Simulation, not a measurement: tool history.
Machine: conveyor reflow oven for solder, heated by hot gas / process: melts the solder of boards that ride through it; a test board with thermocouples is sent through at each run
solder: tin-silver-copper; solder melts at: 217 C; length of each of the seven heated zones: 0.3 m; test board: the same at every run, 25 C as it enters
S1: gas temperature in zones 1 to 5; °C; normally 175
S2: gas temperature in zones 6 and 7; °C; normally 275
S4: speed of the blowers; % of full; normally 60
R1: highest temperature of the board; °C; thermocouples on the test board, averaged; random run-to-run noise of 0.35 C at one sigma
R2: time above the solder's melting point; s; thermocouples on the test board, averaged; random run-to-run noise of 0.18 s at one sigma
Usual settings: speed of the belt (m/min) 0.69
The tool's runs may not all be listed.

Run 1, hour 0: usual settings. Result: R1 254.2 °C, R2 40 s.
Run 2, hour 20.8: usual settings. Result: R1 254.9 °C, R2 39.8 s.
Run 3, hour 63.4: usual settings. Result: R1 254.1 °C, R2 39.6 s.
Run 4, hour 97.7: usual settings. Result: R1 254 °C, R2 39.8 s.
Run 5, hour 136: usual settings. Result: R1 254.1 °C, R2 39.4 s.
Run 6, hour 153.9: usual settings. Result: R1 254.1 °C, R2 39 s.
Run 7, hour 186.5: usual settings. Result: R1 253.5 °C, R2 39.3 s.
Run 8, hour 225.4: usual settings. Result: R1 253.3 °C, R2 38.9 s.
Run 9, hour 255.4: usual settings. Result: R1 253.3 °C, R2 39.1 s.
Run 10, hour 274.5: usual settings. Result: R1 252.9 °C, R2 39.5 s.
Run 11, hour 304.5: usual settings. Result: R1 254.2 °C, R2 39.3 s.
Run 12, hour 342.3: usual settings. Result: R1 252.4 °C, R2 39 s.
Run 13, hour 373.3: usual settings but S2 268 °C. Result: R1 248.7 °C, R2 36.5 s.
Run 14, hour 404.4: usual settings but S2 268 °C. Result: R1 248.3 °C, R2 36.5 s.
Run 15, hour 442.8: usual settings but S1 172 °C, S2 282 °C. Result: R1 258.9 °C, R2 41.1 s.
Run 16, hour 481.5: usual settings but S1 172 °C, S2 282 °C. Result: R1 259.7 °C, R2 40.9 s.
Run 17, hour 513.9: usual settings but S1 172 °C, S2 282 °C. Result: R1 258.7 °C, R2 41.1 s.
Run 18, hour 547.4: usual settings but S1 172 °C, S2 282 °C. Result: R1 257.9 °C, R2 40.8 s.
Run 19, hour 596.1: usual settings but S1 188 °C, S2 286 °C, S4 81 % of full. Result: R1 272.8 °C, R2 50.4 s.
Run 20, hour 618.8: usual settings but S1 188 °C, S2 286 °C, S4 81 % of full. Result: R1 273.2 °C, R2 50.3 s.
Run 21, hour 642.7: usual settings but S1 188 °C, S2 286 °C, S4 81 % of full. Result: R1 273.2 °C, R2 50.2 s.
Run 22, hour 671.7: usual settings but S1 180 °C, S2 269 °C, speed of the belt (m/min) 0.736. Result: R1 249.7 °C, R2 35.9 s.
Run 23, hour 689.8: usual settings but S1 180 °C, S2 269 °C, speed of the belt (m/min) 0.736. Result: R1 249.5 °C, R2 36.1 s.

Put back what was entered between runs (2 entries, withheld): which listed runs does each sit between, and how does the hidden state differ from the listed run before to the listed run after?
Runs 12 to 13: thermocouples of zones 6 and 7 changed (hour 373.3)
  heat that the gas passes to the board, % of a clean oven's: 92 -> 91.6; belt's true speed, % of the reading: 99.69 -> 99.67; true gas temperature in zones 6 and 7 over the reading, C: -1.87 -> -0.01
  measured minus no-state result, R1: -3.4 -> -1.9 °C; R2: -1.8 -> -1.2 s
Runs 18 to 19: flux residue cleaned out of gas plates and filters (hour 554.8)
  heat that the gas passes to the board, % of a clean oven's: 89.3 -> 98.9; belt's true speed, % of the reading: 99.53 -> 99.49; true gas temperature in zones 6 and 7 over the reading, C: -0.37 -> -0.45
  measured minus no-state result, R1: -3 -> -0.5 °C; R2: -1.4 -> +0.1 s
